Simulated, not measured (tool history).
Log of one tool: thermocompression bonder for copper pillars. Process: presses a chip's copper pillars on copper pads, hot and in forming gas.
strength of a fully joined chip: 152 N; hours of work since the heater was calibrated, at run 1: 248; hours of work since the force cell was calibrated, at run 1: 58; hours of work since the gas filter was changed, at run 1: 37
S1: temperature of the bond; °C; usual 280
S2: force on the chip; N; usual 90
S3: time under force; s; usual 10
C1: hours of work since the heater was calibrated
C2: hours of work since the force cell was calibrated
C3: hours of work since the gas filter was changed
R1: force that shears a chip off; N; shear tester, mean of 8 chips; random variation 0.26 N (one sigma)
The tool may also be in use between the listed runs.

run 1 day=0 | S1=280 S2=90 S3=10 | C1=248 C2=58 C3=37 | R1=74
run 2 day=0.262 | S1=280 S2=90 S3=10 | C1=251 C2=61 C3=40 | R1=74.6
run 3 day=0.6 | S1=280 S2=90 S3=10 | C1=255 C2=65 C3=44 | R1=74.6
run 4 day=1.012 | S1=280 S2=90 S3=10 | C1=260 C2=70 C3=49 | R1=74.7
run 5 day=1.546 | S1=280 S2=90 S3=10 | C1=267 C2=77 C3=55 | R1=74.9
run 6 day=1.962 | S1=280 S2=55 S3=10 | C1=272 C2=82 C3=60 | R1=59.3
run 7 day=2.342 | S1=280 S2=55 S3=10 | C1=276 C2=86 C3=65 | R1=59.7
run 8 day=2.658 | S1=280 S2=55 S3=10 | C1=280 C2=90 C3=68 | R1=59.6
run 9 day=2.942 | S1=280 S2=77 S3=10 | C1=283 C2=93 C3=72 | R1=69
run 10 day=3.458 | S1=280 S2=77 S3=10 | C1=290 C2=100 C3=78 | R1=69.5
run 11 day=3.962 | S1=280 S2=90 S3=10 | C1=296 C2=106 C3=84 | R1=74.8
run 12 day=4.562 | S1=280 S2=90 S3=10 | C1=303 C2=113 C3=91 | R1=74.7
run 13 day=4.946 | S1=280 S2=90 S3=10 | C1=307 C2=117 C3=96 | R1=74.8
run 14 day=5.3 | S1=280 S2=90 S3=10 | C1=312 C2=122 C3=100 | R1=74.5
run 15 day=5.879 | S1=264 S2=128 S3=17 | C1=318 C2=129 C3=107 | R1=82.4
run 16 day=6.229 | S1=264 S2=59 S3=7 | C1=323 C2=133 C3=111 | R1=40.3
run 17 day=6.546 | S1=264 S2=59 S3=7 | C1=326 C2=137 C3=115 | R1=40.3
run 18 day=7.054 | S1=264 S2=59 S3=7 | C1=333 C2=143 C3=121 | R1=40.3
run 19 day=7.404 | S1=264 S2=59 S3=7 | C1=337 C2=147 C3=125 | R1=40.3
run 20 day=7.904 | S1=264 S2=59 S3=7 | C1=343 C2=153 C3=131 | R1=40.7
run 21 day=8.512 | S1=307 S2=107 S3=8 | C1=350 C2=160 C3=139 | R1=103.7
run 22 day=8.938 | S1=307 S2=107 S3=8 | C1=355 C2=165 C3=144 | R1=103.6
run 23 day=9.2 | S1=307 S2=107 S3=8 | C1=358 C2=168 C3=147 | R1=103.2

5 ways to go on from here, each from the tool as it stands after run 23. What would each give?
run A day=9.546 | S1=286 S2=120 S3=8 | C1=362 C2=172 C3=151 | R1=?
run B day=9.546 | S1=279 S2=119 S3=8 | C1=362 C2=172 C3=151 | R1=?
run C day=9.546 | S1=294 S2=90 S3=10 | C1=362 C2=172 C3=151 | R1=?
run D day=9.546 | S1=294 S2=134 S3=25 | C1=362 C2=172 C3=151 | R1=?
run E day=9.546 | S1=307 S2=107 S3=18 | C1=362 C2=172 C3=151 | R1=?

run=A R1=84.7
run=B R1=77
run=C R1=89.9
run=D R1=126.4
run=E R1=123.4
Without the tool's hidden state the same runs would have given:
run=A R1=84.5
run=B R1=76.9
run=C R1=89.7
run=D R1=126.3
run=E R1=123.4

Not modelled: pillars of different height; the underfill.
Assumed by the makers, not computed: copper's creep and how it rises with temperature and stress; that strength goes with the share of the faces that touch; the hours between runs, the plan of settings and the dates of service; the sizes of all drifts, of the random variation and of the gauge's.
